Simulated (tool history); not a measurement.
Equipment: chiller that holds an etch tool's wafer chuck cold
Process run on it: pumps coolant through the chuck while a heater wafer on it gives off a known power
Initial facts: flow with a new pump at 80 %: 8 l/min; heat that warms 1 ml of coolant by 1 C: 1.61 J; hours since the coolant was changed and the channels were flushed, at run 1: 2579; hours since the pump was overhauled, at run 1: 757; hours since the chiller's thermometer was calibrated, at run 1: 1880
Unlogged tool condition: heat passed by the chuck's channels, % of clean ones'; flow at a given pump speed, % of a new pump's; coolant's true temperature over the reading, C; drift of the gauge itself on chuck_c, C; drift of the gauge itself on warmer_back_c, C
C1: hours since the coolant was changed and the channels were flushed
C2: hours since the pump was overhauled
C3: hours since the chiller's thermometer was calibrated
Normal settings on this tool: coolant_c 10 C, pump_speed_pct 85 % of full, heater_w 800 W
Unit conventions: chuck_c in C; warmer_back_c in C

{"run": 1, "hour": 0.0, "coolant_c": 10, "pump_speed_pct": 85, "heater_w": 800, "C1": 2579, "C2": 757, "C3": 1880, "chuck_c": 21.7, "warmer_back_c": 3.54}
{"run": 2, "hour": 50.1, "coolant_c": 10, "pump_speed_pct": 85, "heater_w": 800, "C1": 2629, "C2": 807, "C3": 1930, "chuck_c": 21.6, "warmer_back_c": 3.57}
{"run": 3, "hour": 91.8, "coolant_c": 10, "pump_speed_pct": 96, "heater_w": 800, "C1": 2671, "C2": 849, "C3": 1971, "chuck_c": 20.6, "warmer_back_c": 3.14}
{"run": 4, "hour": 129.8, "coolant_c": 10, "pump_speed_pct": 96, "heater_w": 800, "C1": 2709, "C2": 887, "C3": 2009, "chuck_c": 20.8, "warmer_back_c": 3.1}
{"run": 5, "hour": 156.0, "coolant_c": 10, "pump_speed_pct": 66, "heater_w": 800, "C1": 2735, "C2": 913, "C3": 2036, "chuck_c": 24.7, "warmer_back_c": 4.65}
{"run": 6, "hour": 187.6, "coolant_c": 10, "pump_speed_pct": 66, "heater_w": 800, "C1": 2767, "C2": 945, "C3": 2067, "chuck_c": 24.6, "warmer_back_c": 4.68}
{"run": 7, "hour": 210.1, "coolant_c": 7, "pump_speed_pct": 72, "heater_w": 675, "C1": 2789, "C2": 967, "C3": 2090, "chuck_c": 18.5, "warmer_back_c": 3.59}
{"run": 8, "hour": 250.8, "coolant_c": 9, "pump_speed_pct": 72, "heater_w": 504, "C1": 2830, "C2": 1008, "C3": 2130, "chuck_c": 17.4, "warmer_back_c": 2.7}
{"run": 9, "hour": 292.9, "coolant_c": 10, "pump_speed_pct": 82, "heater_w": 1082, "C1": 2872, "C2": 1050, "C3": 2173, "chuck_c": 26.8, "warmer_back_c": 5}
{"run": 10, "hour": 327.5, "coolant_c": 10, "pump_speed_pct": 82, "heater_w": 1082, "C1": 2907, "C2": 1085, "C3": 2207, "chuck_c": 26.6, "warmer_back_c": 5.01}

Branching from run 10: 4 alternative next runs. What would each branch give?
{"run": "A", "hour": 375.1, "coolant_c": 10, "pump_speed_pct": 83, "heater_w": 856, "C1": 2954, "C2": 1132, "C3": 2255, "chuck_c": "?", "warmer_back_c": "?"}
{"run": "B", "hour": 375.1, "coolant_c": 15, "pump_speed_pct": 63, "heater_w": 878, "C1": 2954, "C2": 1132, "C3": 2255, "chuck_c": "?", "warmer_back_c": "?"}
{"run": "C", "hour": 375.1, "coolant_c": 11, "pump_speed_pct": 87, "heater_w": 862, "C1": 2954, "C2": 1132, "C3": 2255, "chuck_c": "?", "warmer_back_c": "?"}
{"run": "D", "hour": 375.1, "coolant_c": 10, "pump_speed_pct": 85, "heater_w": 689, "C1": 2954, "C2": 1132, "C3": 2255, "chuck_c": "?", "warmer_back_c": "?"}

run=A chuck_c=23.2 warmer_back_c=3.95
run=B chuck_c=31.7 warmer_back_c=5.41
run=C chuck_c=23.5 warmer_back_c=3.75
run=D chuck_c=20.1 warmer_back_c=3.05
With no hidden state in the tool, these same runs would have given:
run=A chuck_c=21.3 warmer_back_c=3.85
run=B chuck_c=29.2 warmer_back_c=5.27
run=C chuck_c=21.7 warmer_back_c=3.66
run=D chuck_c=18.7 warmer_back_c=2.98

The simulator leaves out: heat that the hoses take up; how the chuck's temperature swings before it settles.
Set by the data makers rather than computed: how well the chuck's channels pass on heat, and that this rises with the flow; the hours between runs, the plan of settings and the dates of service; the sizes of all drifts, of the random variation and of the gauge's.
